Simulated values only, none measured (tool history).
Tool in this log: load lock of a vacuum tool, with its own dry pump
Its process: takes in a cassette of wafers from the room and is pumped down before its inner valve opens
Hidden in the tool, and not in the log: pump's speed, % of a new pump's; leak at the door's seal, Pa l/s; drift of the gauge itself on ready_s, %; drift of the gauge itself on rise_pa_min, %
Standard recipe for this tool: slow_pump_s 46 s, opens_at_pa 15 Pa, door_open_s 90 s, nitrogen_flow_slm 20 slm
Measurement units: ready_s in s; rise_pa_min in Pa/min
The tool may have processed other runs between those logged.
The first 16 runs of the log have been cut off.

| run | hour | slow_pump_s | opens_at_pa | door_open_s | nitrogen_flow_slm | hours that the pump has run since its overhaul | times that the door has closed on its seal | incoming humidity of the room's air, % | ready_s | rise_pa_min |
|---|---|---|---|---|---|---|---|---|---|---|
| 17 | 4238.4 | 46 | 15 | 90 | 20 | 10490 | 11512 | 39.9 | 88.6 | 0.066 |
| 18 | 4492 | 46 | 15 | 51 | 20 | 10743 | 12110 | 46.7 | 89.7 | 0.071 |
| 19 | 4758.8 | 46 | 15 | 51 | 20 | 11010 | 12739 | 45.1 | 89.4 | 0.073 |
| 20 | 4930.4 | 41 | 28 | 28 | 11 | 11182 | 13144 | 44.1 | 81.9 | 0.069 |
| 21 | 5084.1 | 43 | 28 | 89 | 11 | 11335 | 13506 | 48.5 | 83 | 0.096 |
| 22 | 5310.9 | 51 | 16 | 90 | 24 | 11562 | 14041 | 44.2 | 92.4 | 0.083 |
| 23 | 5548.6 | 51 | 23 | 87 | 24 | 11800 | 14601 | 44.3 | 89.8 | 0.086 |
| 24 | 5697.9 | 91 | 15 | 90 | 12 | 11949 | 14953 | 45.6 | 119.7 | 0.102 |
| 25 | 5962.2 | 37 | 15 | 46 | 24 | 12213 | 15576 | 45.3 | 84 | 0.087 |
| 26 | 6172.4 | 37 | 15 | 46 | 24 | 12424 | 16072 | 44.2 | 83.8 | 0.09 |
| 27 | 6473.6 | 46 | 28 | 36 | 23 | 12725 | 16782 | 45 | 85.2 | 0.096 |
| 28 | 6692.8 | 46 | 28 | 36 | 23 | 12944 | 17299 | 45.3 | 85.1 | 0.095 |
| 29 | 6937 | 42 | 30 | 161 | 30 | 13188 | 17875 | 47.6 | 82.4 | 0.113 |
|  | 7198.9 | dry pump taken out, an overhauled one fitted |
| 30 | 7198.9 | 42 | 30 | 30 | 30 | 0 | 18478 | 42 | 76.7 | 0.102 |
| 31 | 7507 | 42 | 30 | 30 | 30 | 308 | 19205 | 41.4 | 76.4 | 0.104 |
| 32 | 7835.4 | 33 | 15 | 90 | 12 | 636 | 19979 | 42.8 | 75.4 | 0.126 |
| 33 | 7999.5 | 36 | 15 | 90 | 15 | 801 | 20366 | 42.6 | 77.3 | 0.131 |
| 34 | 8332.1 | 27 | 14 | 43 | 15 | 1133 | 21150 | 46.4 | 72.2 | 0.128 |
| 35 | 8595.1 | 59 | 21 | 102 | 5 | 1396 | 21770 | 46.9 | 92.3 | 0.159 |
| 36 | 8829.5 | 59 | 21 | 102 | 5 | 1631 | 22323 | 42.6 | 91.9 | 0.158 |
| 37 | 9104.8 | 59 | 15 | 102 | 5 | 1906 | 22972 | 47.1 | 94.1 | 0.161 |

Consider 4 possible next runs. They are alternatives, not a sequence: every one starts from the tool as it was left by run 37. What does each give?
| A | 9280 | 59 | 16 | 102 | 5 | 2081 | 23385 | 45.4 | ? | ? |
| B | 9280 | 35 | 15 | 102 | 5 | 2081 | 23385 | 46 | ? | ? |
| C | 9280 | 63 | 15 | 35 | 20 | 2081 | 23385 | 44.5 | ? | ? |
| D | 9280 | 59 | 16 | 102 | 5 | 2081 | 23385 | 43.8 | ? | ? |

| run | ready_s | rise_pa_min |
|---|---|---|
| A | 93.8 | 0.168 |
| B | 77 | 0.165 |
| C | 96.9 | 0.136 |
| D | 93.6 | 0.168 |
What these runs would have given with no unlogged condition in the tool:
| run | ready_s | rise_pa_min |
|---|---|---|
| A | 92.9 | 0.048 |
| B | 75.9 | 0.045 |
| C | 96.1 | 0.016 |
| D | 92.8 | 0.045 |
